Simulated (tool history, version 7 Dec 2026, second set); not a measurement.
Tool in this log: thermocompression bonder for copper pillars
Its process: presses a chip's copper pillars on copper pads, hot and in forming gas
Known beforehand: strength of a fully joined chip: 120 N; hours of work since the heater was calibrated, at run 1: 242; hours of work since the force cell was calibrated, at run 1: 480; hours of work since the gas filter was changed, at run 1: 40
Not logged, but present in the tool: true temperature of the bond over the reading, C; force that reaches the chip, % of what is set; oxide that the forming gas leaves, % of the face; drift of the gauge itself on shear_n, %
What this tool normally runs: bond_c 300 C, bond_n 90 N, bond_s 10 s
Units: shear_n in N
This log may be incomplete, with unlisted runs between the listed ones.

run    hour  bond_c  bond_n  bond_s  hours of work since the heater was calibrated  hours of work since the force cell was calibrated  hours of work since the gas filter was changed  shear_n
  1     0.0     300      90      10                                            242                                                480                                              40     78.8
  2    34.9     300      90      23                                            264                                                502                                              62     95.9
  3    62.7     300      90      29                                            282                                                520                                              80     99.7
  4    93.8     300      72      10                                            302                                                540                                              99     70.8
      126.8  -- forming gas filter changed
  5   129.0     300      72      10                                            324                                                562                                               1     72.7
  6   148.5     300      72      10                                            336                                                574                                              14     72.5
  7   183.9     300      72       6                                            359                                                597                                              36     61.1
  8   202.3     300      90      27                                            370                                                608                                              48     99.1
  9   225.5     300     132      27                                            385                                                623                                              63    107.7
 10   265.6     300      79      10                                            411                                                649                                              88     74.5
 11   295.0     300      79      10                                            429                                                667                                             107     74.3
      315.1  -- forming gas filter changed
 12   315.1     300      79      10                                            442                                                680                                               0     76.0
 13   345.2     300      79      10                                            461                                                699                                              19     75.9
 14   367.7     300      79      10                                            475                                                713                                              33     75.7
 15   405.6     300      79      10                                            499                                                738                                              58     75.8
 16   427.5     300      79      10                                            513                                                751                                              71     75.1
 17   447.6     300      79      26                                            526                                                764                                              84     94.6
 18   487.1     300      90      10                                            551                                                789                                             109     78.3
      504.3  -- forming gas filter changed
 19   528.0     300      90      13                                            577                                                815                                              15     87.2
 20   566.8     300      90      11                                            602                                                840                                              40     82.9
 21   590.7     300      90      11                                            617                                                855                                              55     82.4
 22   614.9     300      90      11                                            632                                                870                                              70     82.3
 23   639.4     300      90      11                                            648                                                886                                              86     82.3
 24   660.4     309      78       9                                            661                                                899                                              99     76.3
      692.9  -- forming gas filter changed
 25   698.1     309     132       9                                            685                                                923                                               3     96.5
 26   722.6     309     132       9                                            701                                                939                                              19     96.1
 27   743.9     275     114      10                                            714                                                952                                              32     76.7
 28   781.7     284      62      20                                            738                                                976                                              57     76.1
 29   807.7     294     115      26                                            755                                                993                                              73    103.2
 30   827.7     294     115      26                                            767                                               1006                                              86    102.6
 31   847.8     300     101      17                                            780                                               1018                                              99     94.5
      881.4  -- forming gas filter changed
 32   881.4     296      90      10                                            801                                               1039                                               0     80.3
 33   908.8     296      90      18                                            819                                               1057                                              17     92.2
 34   944.8     300      95      26                                            842                                               1080                                              40    101.3
 35   973.8     300     121       7                                            860                                               1098                                              59     83.5
 36  1000.4     300     121       7                                            877                                               1115                                              76     83.6
 37  1024.1     300     121       7                                            892                                               1130                                              91     83.5
 38  1060.9     309     118       6                                            916                                               1154                                             114     81.9
     1072.7  -- forming gas filter changed
 39  1083.1     279      64      13                                            929                                               1167                                               7     66.2
 40  1122.0     322      66      13                                            954                                               1192                                              31     87.1

Here are 4 independent what-if runs from the current tool condition. What would each one return?
  A  1152.7     302      90      10                                            974                                               1212                                              51        ?
  B  1152.7     281      69      10                                            974                                               1212                                              51        ?
  C  1152.7     273      66      13                                            974                                               1212                                              51        ?
  D  1152.7     295      90      10                                            974                                               1212                                              51        ?

run  shear_n
  A     82.9
  B     63.9
  C     64.1
  D     79.2
Without the tool's unlogged condition, the same runs would have read:
run  shear_n
  A     79.4
  B     60.1
  C     60.3
  D     75.6

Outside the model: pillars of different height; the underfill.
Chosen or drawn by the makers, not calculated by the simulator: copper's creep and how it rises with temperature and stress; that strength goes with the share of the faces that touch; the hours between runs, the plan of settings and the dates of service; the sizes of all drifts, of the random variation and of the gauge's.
